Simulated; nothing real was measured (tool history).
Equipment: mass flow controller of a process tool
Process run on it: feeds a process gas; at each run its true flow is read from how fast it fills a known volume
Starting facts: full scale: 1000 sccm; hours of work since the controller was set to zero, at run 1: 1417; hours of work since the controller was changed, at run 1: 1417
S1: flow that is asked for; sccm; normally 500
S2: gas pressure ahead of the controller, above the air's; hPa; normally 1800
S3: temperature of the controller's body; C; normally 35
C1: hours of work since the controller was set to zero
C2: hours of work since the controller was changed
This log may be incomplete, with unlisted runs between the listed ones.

run 1 hour=0 | S1=500 S2=1800 S3=35 | C1=1417 C2=1417 | true_flow_(%)=99.36
run 2 hour=35.1 | S1=500 S2=1800 S3=35 | C1=1444 C2=1444 | true_flow_(%)=99.36
run 3 hour=96.1 | S1=574 S2=1800 S3=35 | C1=1492 C2=1492 | true_flow_(%)=99.64
run 4 hour=179.4 | S1=500 S2=2700 S3=35 | C1=1557 C2=1557 | true_flow_(%)=99.7
run 5 hour=227.3 | S1=500 S2=1800 S3=35 | C1=1594 C2=1594 | true_flow_(%)=99.43
run 6 hour=261.4 | S1=500 S2=1800 S3=26 | C1=1620 C2=1620 | true_flow_(%)=98.96
run 7 hour=298.2 | S1=500 S2=1800 S3=26 | C1=1649 C2=1649 | true_flow_(%)=99.01
run 8 hour=355.1 | S1=500 S2=1800 S3=26 | C1=1693 C2=1693 | true_flow_(%)=98.93
run 9 hour=423.6 | S1=500 S2=1800 S3=26 | C1=1747 C2=1747 | true_flow_(%)=98.97
run 10 hour=498.1 | S1=500 S2=1800 S3=26 | C1=1805 C2=1805 | true_flow_(%)=98.93
run 11 hour=557.1 | S1=500 S2=1800 S3=26 | C1=1851 C2=1851 | true_flow_(%)=99.05
run 12 hour=616 | S1=500 S2=1800 S3=26 | C1=1897 C2=1897 | true_flow_(%)=99.02
run 13 hour=680.4 | S1=500 S2=1800 S3=35 | C1=1947 C2=1947 | true_flow_(%)=99.45
run 14 hour=718.9 | S1=500 S2=1800 S3=35 | C1=1977 C2=1977 | true_flow_(%)=99.2
run 15 hour=795.8 | S1=500 S2=1800 S3=35 | C1=2037 C2=2037 | true_flow_(%)=99.33
run 16 hour=851.6 | S1=500 S2=1800 S3=35 | C1=2080 C2=2080 | true_flow_(%)=99.43
run 17 hour=886.8 | S1=845 S2=2030 S3=32 | C1=2107 C2=2107 | true_flow_(%)=100.13
-- hour=894.7 controller's zero set anew
run 18 hour=921.8 | S1=730 S2=1800 S3=35 | C1=21 C2=2134 | true_flow_(%)=99.86
run 19 hour=996.7 | S1=730 S2=1800 S3=35 | C1=79 C2=2193 | true_flow_(%)=99.83
run 20 hour=1078.6 | S1=730 S2=1800 S3=35 | C1=143 C2=2256 | true_flow_(%)=99.8
run 21 hour=1139.2 | S1=618 S2=1800 S3=35 | C1=190 C2=2304 | true_flow_(%)=99.48
run 22 hour=1215.7 | S1=618 S2=1800 S3=35 | C1=250 C2=2363 | true_flow_(%)=99.44

The next listed run, before its measurement:
-- hour=1220.9 controller's zero set anew, once more
run 23 hour=1285.7 | S1=476 S2=1800 S3=28 | C1=51 C2=2417 | true_flow_(%)=?

Logged for run 23: true flow (%) 99.85.
If the tool had no hidden condition, the same run with the same run-to-run variation would have returned true flow (%) 99.22.
